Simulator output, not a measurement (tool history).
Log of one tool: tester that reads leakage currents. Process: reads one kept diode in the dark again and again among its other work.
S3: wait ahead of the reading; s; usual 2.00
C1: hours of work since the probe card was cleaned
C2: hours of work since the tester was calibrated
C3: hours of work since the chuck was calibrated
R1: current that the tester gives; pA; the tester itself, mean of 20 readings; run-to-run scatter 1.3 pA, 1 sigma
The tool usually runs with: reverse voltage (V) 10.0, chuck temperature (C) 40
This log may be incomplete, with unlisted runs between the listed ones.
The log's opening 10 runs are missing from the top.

Run 11, hour 934.5: usual settings but reverse voltage (V) 2.7, chuck temperature (C) 34, S3 2.26 s; C1 2424; C2 3967; C3 297. Result: R1 110.78 pA.
Run 12, hour 1040.5: usual settings but reverse voltage (V) 2.7, chuck temperature (C) 34, S3 2.26 s; C1 2501; C2 4044; C3 374. Result: R1 108.44 pA.
Run 13, hour 1105.7: usual settings but reverse voltage (V) 2.7, chuck temperature (C) 22, S3 2.26 s; C1 2548; C2 4091; C3 421. Result: R1 39.05 pA.
Run 14, hour 1197.8: usual settings but reverse voltage (V) 2.7, chuck temperature (C) 22, S3 2.26 s; C1 2615; C2 4158; C3 488. Result: R1 38.43 pA.
Run 15, hour 1278.6: usual settings but reverse voltage (V) 2.7, chuck temperature (C) 22, S3 2.26 s; C1 2674; C2 4216; C3 546. Result: R1 37.86 pA.
At hour 1298.0: chuck's temperature calibrated, once more.
Run 16, hour 1373.9: usual settings but reverse voltage (V) 2.7, chuck temperature (C) 22, S3 2.26 s; C1 2741; C2 4284; C3 55. Result: R1 60.70 pA.
Run 17, hour 1454.0: usual settings but S3 0.41 s; C1 2799; C2 4342; C3 113. Result: R1 427.41 pA.
Run 18, hour 1535.8: usual settings but S3 0.41 s; C1 2858; C2 4401; C3 172. Result: R1 420.53 pA.
Run 19, hour 1630.0: usual settings but reverse voltage (V) 3.5; C1 2927; C2 4469; C3 241. Result: R1 277.99 pA.
Run 20, hour 1735.6: usual settings but reverse voltage (V) 15.7, S3 2.03 s; C1 3003; C2 4546; C3 317. Result: R1 475.16 pA.
Run 21, hour 1865.2: usual settings but reverse voltage (V) 1.9, S3 0.59 s; C1 3097; C2 4640; C3 411. Result: R1 216.90 pA.
Run 22, hour 1927.6: usual settings but reverse voltage (V) 5.4, chuck temperature (C) 33, S3 0.39 s; C1 3142; C2 4685; C3 456. Result: R1 179.25 pA.
At hour 1991.3: probe card cleaned and baked.
Run 23, hour 2019.6: usual settings but reverse voltage (V) 5.4, chuck temperature (C) 33, S3 0.39 s; C1 20; C2 4750; C3 521. Result: R1 161.68 pA.
At hour 2124.9: chuck's temperature calibrated.
At hour 2133.9: tester calibrated.
Run 24, hour 2144.8: usual settings but reverse voltage (V) 3.9, chuck temperature (C) 59; C1 108; C2 8; C3 13. Result: R1 1376.09 pA.
Run 25, hour 2211.6: usual settings but reverse voltage (V) 5.8; C1 157; C2 56; C3 61. Result: R1 353.47 pA.
Run 26, hour 2276.1: usual settings but reverse voltage (V) 12.3, chuck temperature (C) 21, S3 1.70 s; C1 203; C2 103; C3 108. Result: R1 88.59 pA.
Run 27, hour 2333.7: usual settings but reverse voltage (V) 4.0, chuck temperature (C) 37; C1 245; C2 145; C3 150. Result: R1 236.39 pA.
Run 28, hour 2457.3: usual settings but reverse voltage (V) 4.9, chuck temperature (C) 26, S3 1.65 s; C1 335; C2 234; C3 239. Result: R1 95.41 pA.
Run 29, hour 2523.2: usual settings but reverse voltage (V) 4.9, chuck temperature (C) 36, S3 1.65 s; C1 382; C2 282; C3 287. Result: R1 223.35 pA.
Run 30, hour 2588.0: usual settings but reverse voltage (V) 4.9, chuck temperature (C) 36, S3 1.65 s; C1 429; C2 329; C3 334. Result: R1 222.63 pA.

For run 31, what comes out?
Run 31, hour 2719.2: usual settings but reverse voltage (V) 4.9, chuck temperature (C) 36, S3 1.65 s; C1 524; C2 424; C3 429. Result: R1 ?.

R1: 215.23 pA
On a tool with no hidden condition, and with the same random variation, this run would have come out at R1 240.51 pA.
